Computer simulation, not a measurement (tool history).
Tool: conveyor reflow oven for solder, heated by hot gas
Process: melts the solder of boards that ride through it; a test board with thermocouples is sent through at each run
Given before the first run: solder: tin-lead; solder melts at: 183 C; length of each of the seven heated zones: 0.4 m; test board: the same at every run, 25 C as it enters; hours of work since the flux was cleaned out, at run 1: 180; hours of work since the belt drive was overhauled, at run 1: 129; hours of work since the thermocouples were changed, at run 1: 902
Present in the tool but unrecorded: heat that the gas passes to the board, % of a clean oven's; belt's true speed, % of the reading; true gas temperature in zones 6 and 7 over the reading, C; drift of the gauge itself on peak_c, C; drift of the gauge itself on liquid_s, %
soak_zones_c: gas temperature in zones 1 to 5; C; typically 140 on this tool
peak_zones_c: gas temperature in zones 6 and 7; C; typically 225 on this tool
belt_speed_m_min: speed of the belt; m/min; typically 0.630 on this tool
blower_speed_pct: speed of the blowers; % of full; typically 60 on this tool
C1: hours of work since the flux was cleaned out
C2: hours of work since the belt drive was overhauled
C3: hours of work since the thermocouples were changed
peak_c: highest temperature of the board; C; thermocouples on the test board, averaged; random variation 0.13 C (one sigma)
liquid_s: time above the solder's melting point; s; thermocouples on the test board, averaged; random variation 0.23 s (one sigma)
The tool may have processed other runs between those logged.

run 1 day=0.000 | soak_zones_c=140 peak_zones_c=225 belt_speed_m_min=0.630 blower_speed_pct=60 | C1=180 C2=129 C3=902 | peak_c=213.3 liquid_s=56.2
run 2 day=0.167 | soak_zones_c=140 peak_zones_c=225 belt_speed_m_min=0.674 blower_speed_pct=60 | C1=183 C2=133 C3=905 | peak_c=211.7 liquid_s=50.8
run 3 day=0.496 | soak_zones_c=140 peak_zones_c=225 belt_speed_m_min=0.691 blower_speed_pct=60 | C1=189 C2=139 C3=911 | peak_c=210.9 liquid_s=48.3
run 4 day=0.812 | soak_zones_c=140 peak_zones_c=225 belt_speed_m_min=0.691 blower_speed_pct=60 | C1=195 C2=145 C3=917 | peak_c=211.1 liquid_s=48.5
run 5 day=0.967 | soak_zones_c=140 peak_zones_c=225 belt_speed_m_min=0.630 blower_speed_pct=60 | C1=198 C2=148 C3=920 | peak_c=213.5 liquid_s=56.1
run 6 day=1.175 | soak_zones_c=143 peak_zones_c=225 belt_speed_m_min=0.630 blower_speed_pct=60 | C1=202 C2=152 C3=924 | peak_c=214.0 liquid_s=57.6
run 7 day=1.408 | soak_zones_c=143 peak_zones_c=225 belt_speed_m_min=0.630 blower_speed_pct=60 | C1=207 C2=156 C3=929 | peak_c=213.9 liquid_s=57.3
run 8 day=1.704 | soak_zones_c=140 peak_zones_c=225 belt_speed_m_min=0.630 blower_speed_pct=60 | C1=212 C2=162 C3=934 | peak_c=213.6 liquid_s=55.6
run 9 day=1.921 | soak_zones_c=140 peak_zones_c=225 belt_speed_m_min=0.630 blower_speed_pct=60 | C1=216 C2=166 C3=938 | peak_c=213.2 liquid_s=56.2
run 10 day=2.229 | soak_zones_c=146 peak_zones_c=225 belt_speed_m_min=0.590 blower_speed_pct=52 | C1=222 C2=172 C3=944 | peak_c=214.4 liquid_s=62.6
run 11 day=2.379 | soak_zones_c=132 peak_zones_c=225 belt_speed_m_min=0.556 blower_speed_pct=55 | C1=225 C2=174 C3=947 | peak_c=214.0 liquid_s=62.7
run 12 day=2.596 | soak_zones_c=140 peak_zones_c=225 belt_speed_m_min=0.630 blower_speed_pct=50 | C1=229 C2=179 C3=951 | peak_c=211.4 liquid_s=53.1
run 13 day=2.746 | soak_zones_c=126 peak_zones_c=229 belt_speed_m_min=0.676 blower_speed_pct=73 | C1=232 C2=181 C3=954 | peak_c=215.8 liquid_s=49.9
run 14 day=2.950 | soak_zones_c=126 peak_zones_c=229 belt_speed_m_min=0.676 blower_speed_pct=73 | C1=236 C2=185 C3=958 | peak_c=215.9 liquid_s=49.4
run 15 day=3.279 | soak_zones_c=140 peak_zones_c=237 belt_speed_m_min=0.630 blower_speed_pct=81 | C1=242 C2=192 C3=964 | peak_c=228.2 liquid_s=66.0

Branching from run 15: 3 alternative next runs. What would each branch give?
run A day=3.583 | soak_zones_c=140 peak_zones_c=229 belt_speed_m_min=0.630 blower_speed_pct=60 | C1=248 C2=197 C3=970 | peak_c=? liquid_s=?
run B day=3.583 | soak_zones_c=140 peak_zones_c=221 belt_speed_m_min=0.532 blower_speed_pct=60 | C1=248 C2=197 C3=970 | peak_c=? liquid_s=?
run C day=3.583 | soak_zones_c=150 peak_zones_c=218 belt_speed_m_min=0.630 blower_speed_pct=59 | C1=248 C2=197 C3=970 | peak_c=? liquid_s=?

run=A peak_c=217.3 liquid_s=59.1
run=B peak_c=213.5 liquid_s=68.2
run=C peak_c=208.3 liquid_s=55.8
Take away the tool's hidden state, keep each run's random variation, and the runs would have read:
run=A peak_c=217.2 liquid_s=59.1
run=B peak_c=213.5 liquid_s=68.2
run=C peak_c=208.2 liquid_s=55.8

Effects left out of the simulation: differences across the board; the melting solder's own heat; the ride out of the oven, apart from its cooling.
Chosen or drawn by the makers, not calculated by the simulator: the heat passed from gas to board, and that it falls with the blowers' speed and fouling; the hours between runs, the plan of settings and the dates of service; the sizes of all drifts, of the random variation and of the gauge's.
